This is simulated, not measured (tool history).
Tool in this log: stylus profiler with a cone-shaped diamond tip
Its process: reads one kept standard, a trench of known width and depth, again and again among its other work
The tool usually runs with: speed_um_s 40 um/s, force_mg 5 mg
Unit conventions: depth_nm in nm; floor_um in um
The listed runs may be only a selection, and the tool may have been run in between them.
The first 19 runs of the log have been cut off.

| run | hour | speed_um_s | force_mg | scans with this tip | hours of work since the height scale was calibrated | depth_nm | floor_um |
|---|---|---|---|---|---|---|---|
| 20 | 1987 | 13 | 2.15 | 4596 | 364 | 203.39 | 96.73 |
| 21 | 2092.1 | 11 | 2.84 | 5253 | 415 | 204.35 | 96.7 |
| 22 | 2197.6 | 22 | 1.96 | 5912 | 468 | 203.45 | 96.55 |
| 23 | 2264.2 | 157 | 5 | 6328 | 500 | 206.03 | 96.02 |
| 24 | 2384.8 | 33 | 9.08 | 7081 | 560 | 208.85 | 96.49 |
| 25 | 2447.9 | 33 | 9.08 | 7475 | 591 | 208.82 | 96.41 |
| 26 | 2542.9 | 112 | 5 | 8068 | 638 | 206.14 | 96.1 |
| 27 | 2619.7 | 69 | 13.08 | 8548 | 676 | 211.18 | 96.29 |
| 28 | 2752.9 | 22 | 2.26 | 9380 | 742 | 204.04 | 96.3 |
| 29 | 2828 | 10 | 2.85 | 9849 | 779 | 204.27 | 96.35 |
| 30 | 2922.1 | 21 | 13.64 | 10437 | 825 | 211.64 | 96.29 |
| 31 | 2979.4 | 56 | 2.88 | 10795 | 854 | 204.48 | 95.99 |

Each row is a separate what-if for the run after 31, all from the same tool condition, not one after another. Results?
| A | 3071.1 | 66 | 6.73 | 11368 | 899 | ? | ? |
| B | 3071.1 | 67 | 4.3 | 11368 | 899 | ? | ? |
| C | 3071.1 | 30 | 2.62 | 11368 | 899 | ? | ? |
| D | 3071.1 | 14 | 2.04 | 11368 | 899 | ? | ? |

| run | depth_nm | floor_um |
|---|---|---|
| A | 207.49 | 96.08 |
| B | 205.99 | 95.96 |
| C | 204.42 | 96.05 |
| D | 203.88 | 96.12 |
With the hidden condition removed and each run's random variation left untouched, the same runs would have given:
| run | depth_nm | floor_um |
|---|---|---|
| A | 206.66 | 97.02 |
| B | 205.16 | 96.9 |
| C | 203.59 | 96.99 |
| D | 203.06 | 97.05 |

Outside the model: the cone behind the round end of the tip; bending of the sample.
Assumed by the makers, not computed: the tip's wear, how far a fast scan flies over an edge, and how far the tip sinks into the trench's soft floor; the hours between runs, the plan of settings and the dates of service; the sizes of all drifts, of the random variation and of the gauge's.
